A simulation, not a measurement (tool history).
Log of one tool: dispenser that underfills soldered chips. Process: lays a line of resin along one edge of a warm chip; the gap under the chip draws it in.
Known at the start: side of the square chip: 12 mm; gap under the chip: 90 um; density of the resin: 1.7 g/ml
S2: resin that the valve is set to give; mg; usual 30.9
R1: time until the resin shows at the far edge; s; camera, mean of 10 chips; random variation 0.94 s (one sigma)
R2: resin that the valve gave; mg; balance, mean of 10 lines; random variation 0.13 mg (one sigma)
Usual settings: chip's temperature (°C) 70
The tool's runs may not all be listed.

{"run": 1, "hour": 0.0, "chip's temperature (°C)": 70, "S2": 30.9, "R1": 142.9, "R2": 30.28}
{"hour": 3.3, "done": "new syringe of resin"}
{"run": 2, "hour": 16.1, "chip's temperature (°C)": 70, "S2": 30.9, "R1": 156.9, "R2": 30.09}
{"hour": 17.3, "done": "new syringe of resin"}
{"hour": 31.4, "done": "new syringe of resin"}
{"run": 3, "hour": 31.6, "chip's temperature (°C)": 70, "S2": 30.9, "R1": 87.6, "R2": 29.9}
{"hour": 46.3, "done": "new syringe of resin"}
{"run": 4, "hour": 47.5, "chip's temperature (°C)": 70, "S2": 34.3, "R1": 89.7, "R2": 32.94}
{"run": 5, "hour": 55.3, "chip's temperature (°C)": 84, "S2": 30.9, "R1": 70.9, "R2": 29.39}
{"hour": 61.0, "done": "new syringe of resin"}
{"run": 6, "hour": 63.2, "chip's temperature (°C)": 70, "S2": 34.7, "R1": 97.3, "R2": 32.84}
{"run": 7, "hour": 74.2, "chip's temperature (°C)": 58, "S2": 30.9, "R1": 286.7, "R2": 29.19}
{"hour": 75.2, "done": "new syringe of resin"}
{"run": 8, "hour": 86.6, "chip's temperature (°C)": 58, "S2": 30.9, "R1": 259.1, "R2": 29.04}
{"hour": 89.7, "done": "new syringe of resin"}
{"run": 9, "hour": 93.9, "chip's temperature (°C)": 58, "S2": 30.9, "R1": 189.3, "R2": 28.96}
{"hour": 102.4, "done": "dispensing valve cleaned and set on the balance"}
{"hour": 104.7, "done": "new syringe of resin"}
{"run": 10, "hour": 110.7, "chip's temperature (°C)": 79, "S2": 26.3, "R1": 79.3, "R2": 26.55}
{"hour": 119.5, "done": "new syringe of resin"}
{"run": 11, "hour": 121.6, "chip's temperature (°C)": 79, "S2": 26.3, "R1": 67.4, "R2": 26}
{"run": 12, "hour": 130.1, "chip's temperature (°C)": 75, "S2": 28.2, "R1": 112, "R2": 27.72}
{"hour": 133.5, "done": "new syringe of resin"}
{"run": 13, "hour": 145.2, "chip's temperature (°C)": 84, "S2": 27.7, "R1": 82, "R2": 26.96}
{"hour": 147.9, "done": "new syringe of resin"}
{"run": 14, "hour": 155.2, "chip's temperature (°C)": 79, "S2": 32.1, "R1": 78, "R2": 31.44}

Forecast each of these 3 alternatives for the next run:
{"hour": 162.8, "done": "new syringe of resin"}
{"run": "A", "hour": 169.6, "chip's temperature (°C)": 77, "S2": 37, "R1": "?", "R2": "?"}
{"hour": 162.8, "done": "new syringe of resin"}
{"run": "B", "hour": 169.6, "chip's temperature (°C)": 60, "S2": 39.1, "R1": "?", "R2": "?"}
{"hour": 162.8, "done": "new syringe of resin"}
{"run": "C", "hour": 169.6, "chip's temperature (°C)": 70, "S2": 39.1, "R1": "?", "R2": "?"}

run=A R1=85.7 R2=35.89
run=B R1=184.2 R2=37.71
run=C R1=114.8 R2=37.77
Without the tool's hidden state the same runs would have given:
run=A R1=63.7 R2=37.22
run=B R1=137.6 R2=39.11
run=C R1=85.6 R2=39.17
